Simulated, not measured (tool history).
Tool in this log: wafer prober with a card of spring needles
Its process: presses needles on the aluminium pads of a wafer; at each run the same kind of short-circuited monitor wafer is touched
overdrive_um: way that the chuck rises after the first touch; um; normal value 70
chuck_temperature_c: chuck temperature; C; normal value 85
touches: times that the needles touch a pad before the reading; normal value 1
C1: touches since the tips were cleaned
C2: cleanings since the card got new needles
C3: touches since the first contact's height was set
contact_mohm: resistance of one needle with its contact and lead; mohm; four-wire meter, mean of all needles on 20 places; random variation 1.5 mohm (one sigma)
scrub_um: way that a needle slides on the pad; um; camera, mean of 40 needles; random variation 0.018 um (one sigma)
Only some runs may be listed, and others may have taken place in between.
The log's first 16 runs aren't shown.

{"hour": 188.1, "done": "tips cleaned on abrasive film"}
{"run": 17, "hour": 195.6, "overdrive_um": 70, "chuck_temperature_c": 85, "touches": 1, "C1": 1765, "C2": 11, "C3": 60076, "contact_mohm": 145, "scrub_um": 8.87}
{"run": 18, "hour": 203.1, "overdrive_um": 56, "chuck_temperature_c": 85, "touches": 1, "C1": 3535, "C2": 11, "C3": 61846, "contact_mohm": 149, "scrub_um": 7.07}
{"hour": 210.1, "done": "tips cleaned on abrasive film"}
{"run": 19, "hour": 216.6, "overdrive_um": 56, "chuck_temperature_c": 85, "touches": 2, "C1": 1538, "C2": 12, "C3": 65014, "contact_mohm": 146, "scrub_um": 7.05}
{"hour": 232.6, "done": "tips cleaned on abrasive film"}
{"run": 20, "hour": 232.6, "overdrive_um": 56, "chuck_temperature_c": 85, "touches": 1, "C1": 18, "C2": 13, "C3": 68775, "contact_mohm": 146, "scrub_um": 7.03}
{"run": 21, "hour": 246.0, "overdrive_um": 56, "chuck_temperature_c": 85, "touches": 1, "C1": 3177, "C2": 13, "C3": 71934, "contact_mohm": 148, "scrub_um": 7.03}
{"hour": 255.7, "done": "tips cleaned on abrasive film"}
{"run": 22, "hour": 255.9, "overdrive_um": 52, "chuck_temperature_c": 85, "touches": 2, "C1": 48, "C2": 14, "C3": 74246, "contact_mohm": 147, "scrub_um": 6.54}
{"run": 23, "hour": 266.6, "overdrive_um": 64, "chuck_temperature_c": 123, "touches": 2, "C1": 2563, "C2": 14, "C3": 76761, "contact_mohm": 149, "scrub_um": 8.04}
{"run": 24, "hour": 276.4, "overdrive_um": 52, "chuck_temperature_c": 91, "touches": 3, "C1": 4869, "C2": 14, "C3": 79067, "contact_mohm": 149, "scrub_um": 6.52}
{"hour": 277.9, "done": "tips cleaned on abrasive film"}
{"run": 25, "hour": 285.2, "overdrive_um": 81, "chuck_temperature_c": 91, "touches": 1, "C1": 1703, "C2": 15, "C3": 81110, "contact_mohm": 143, "scrub_um": 10.14}
{"run": 26, "hour": 298.8, "overdrive_um": 81, "chuck_temperature_c": 91, "touches": 1, "C1": 4929, "C2": 15, "C3": 84336, "contact_mohm": 145, "scrub_um": 10.19}
{"hour": 300.6, "done": "tips cleaned on abrasive film"}
{"run": 27, "hour": 309.0, "overdrive_um": 58, "chuck_temperature_c": 62, "touches": 1, "C1": 1979, "C2": 16, "C3": 86701, "contact_mohm": 141, "scrub_um": 7.31}
{"run": 28, "hour": 319.0, "overdrive_um": 58, "chuck_temperature_c": 85, "touches": 2, "C1": 4336, "C2": 16, "C3": 89058, "contact_mohm": 147, "scrub_um": 7.29}
{"hour": 323.0, "done": "tips cleaned on abrasive film"}
{"run": 29, "hour": 330.2, "overdrive_um": 58, "chuck_temperature_c": 39, "touches": 2, "C1": 1700, "C2": 17, "C3": 91692, "contact_mohm": 137, "scrub_um": 7.26}
{"run": 30, "hour": 341.8, "overdrive_um": 70, "chuck_temperature_c": 121, "touches": 2, "C1": 4437, "C2": 17, "C3": 94429, "contact_mohm": 148, "scrub_um": 8.8}
{"hour": 345.5, "done": "tips cleaned on abrasive film"}
{"run": 31, "hour": 353.9, "overdrive_um": 70, "chuck_temperature_c": 121, "touches": 2, "C1": 1990, "C2": 18, "C3": 97260, "contact_mohm": 150, "scrub_um": 8.78}
{"run": 32, "hour": 363.9, "overdrive_um": 50, "chuck_temperature_c": 72, "touches": 2, "C1": 4344, "C2": 18, "C3": 99614, "contact_mohm": 146, "scrub_um": 6.23}
{"hour": 368.7, "done": "tips cleaned on abrasive film"}
{"run": 33, "hour": 379.3, "overdrive_um": 50, "chuck_temperature_c": 84, "touches": 1, "C1": 2495, "C2": 19, "C3": 103215, "contact_mohm": 150, "scrub_um": 6.24}
{"hour": 390.7, "done": "tips cleaned on abrasive film"}
{"run": 34, "hour": 390.9, "overdrive_um": 52, "chuck_temperature_c": 85, "touches": 1, "C1": 41, "C2": 20, "C3": 105924, "contact_mohm": 148, "scrub_um": 6.51}
{"run": 35, "hour": 404.0, "overdrive_um": 54, "chuck_temperature_c": 61, "touches": 1, "C1": 3138, "C2": 20, "C3": 109021, "contact_mohm": 142, "scrub_um": 6.76}

3 ways to go on from here, each from the tool as it stands after run 35. What would each give?
{"hour": 412.7, "done": "tips cleaned on abrasive film"}
{"run": "A", "hour": 413.3, "overdrive_um": 50, "chuck_temperature_c": 85, "touches": 2, "C1": 134, "C2": 21, "C3": 111180, "contact_mohm": "?", "scrub_um": "?"}
{"hour": 412.7, "done": "tips cleaned on abrasive film"}
{"run": "B", "hour": 413.3, "overdrive_um": 70, "chuck_temperature_c": 96, "touches": 3, "C1": 134, "C2": 21, "C3": 111180, "contact_mohm": "?", "scrub_um": "?"}
{"hour": 412.7, "done": "tips cleaned on abrasive film"}
{"run": "C", "hour": 413.3, "overdrive_um": 74, "chuck_temperature_c": 61, "touches": 2, "C1": 134, "C2": 21, "C3": 111180, "contact_mohm": "?", "scrub_um": "?"}

run=A contact_mohm=144 scrub_um=6.24
run=B contact_mohm=147 scrub_um=8.72
run=C contact_mohm=138 scrub_um=9.24
Without the tool's unlogged condition, the same runs would have read:
run=A contact_mohm=144 scrub_um=6.34
run=B contact_mohm=147 scrub_um=8.86
run=C contact_mohm=138 scrub_um=9.39
